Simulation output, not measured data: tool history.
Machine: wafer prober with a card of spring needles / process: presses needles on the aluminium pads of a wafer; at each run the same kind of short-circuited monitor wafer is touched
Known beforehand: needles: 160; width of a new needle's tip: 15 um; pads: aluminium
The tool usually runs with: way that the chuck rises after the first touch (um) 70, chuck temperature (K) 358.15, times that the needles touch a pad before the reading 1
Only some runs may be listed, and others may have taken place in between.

run,day,way that the chuck rises after the first touch (um),chuck temperature (K),times that the needles touch a pad before the reading,resistance of one needle with its contact and lead (mohm),way that a needle slides on the pad (um)
1,0,70,358.15,1,301,18.6
# day 0.633: tips cleaned on abrasive film
2,0.633,70,358.15,1,344,18.56
3,1.233,70,358.15,3,300,18.56
# day 1.396: tips cleaned on abrasive film
4,1.771,70,358.15,3,293,18.54
5,2.092,70,358.15,3,291,18.52
# day 2.192: tips cleaned on abrasive film
6,2.521,70,358.15,3,296,18.51
7,2.829,70,358.15,2,302,18.56
# day 2.954: tips cleaned on abrasive film
8,3.104,70,358.15,2,296,18.51
9,3.704,60,358.15,2,314,15.85
# day 3.733: tips cleaned on abrasive film
# day 4.1: tips cleaned on abrasive film, once more
10,4.258,60,358.15,2,298,15.8
11,4.679,60,358.15,2,319,15.82
# day 4.862: tips cleaned on abrasive film
12,5.279,57,358.15,1,336,14.97
# day 5.629: tips cleaned on abrasive film
13,5.708,84,358.15,1,289,22.21
14,6.183,84,358.15,1,318,22.23
# day 6.408: tips cleaned on abrasive film
15,6.646,70,358.15,1,307,18.44
16,7.012,89,358.15,3,291,23.48
# day 7.175: tips cleaned on abrasive film
17,7.321,70,322.15,2,283,18.44
18,7.675,70,322.15,2,293,18.45
# day 7.95: tips cleaned on abrasive film
19,7.983,70,306.15,1,274,18.43
# day 8.292: height of the first contact set anew
20,8.512,63,358.15,1,326,16.85
# day 8.729: tips cleaned on abrasive film
21,8.817,63,358.15,1,298,16.83
22,9.417,67,307.15,1,318,17.92
# day 9.517: tips cleaned on abrasive film
23,10.042,78,396.15,2,307,20.83
# day 10.308: tips cleaned on abrasive film
24,10.362,78,396.15,2,295,20.82
25,10.658,86,331.15,1,296,22.97
# day 11.079: tips cleaned on abrasive film
26,11.258,76,325.15,1,294,20.29
27,11.8,70,298.15,1,306,18.66
# day 11.862: tips cleaned on abrasive film
28,12.225,79,319.15,1,295,21.06
# day 12.658: tips cleaned on abrasive film
29,12.75,73,321.15,2,275,19.48
30,13.175,73,321.15,2,292,19.44

3 options for the next run, each taken on its own from the tool as it stands now. Forecast them:
# day 13.429: tips cleaned on abrasive film
A,13.638,62,321.15,2,?,?
# day 13.429: tips cleaned on abrasive film
B,13.638,78,358.15,1,?,?
# day 13.429: tips cleaned on abrasive film
C,13.638,73,321.15,2,?,?

run,resistance of one needle with its contact and lead (mohm),way that a needle slides on the pad (um)
A,294,16.49
B,302,20.76
C,283,19.49
Without the tool's hidden state the same runs would have given:
run,resistance of one needle with its contact and lead (mohm),way that a needle slides on the pad (um)
A,274,16.58
B,279,20.84
C,268,19.57
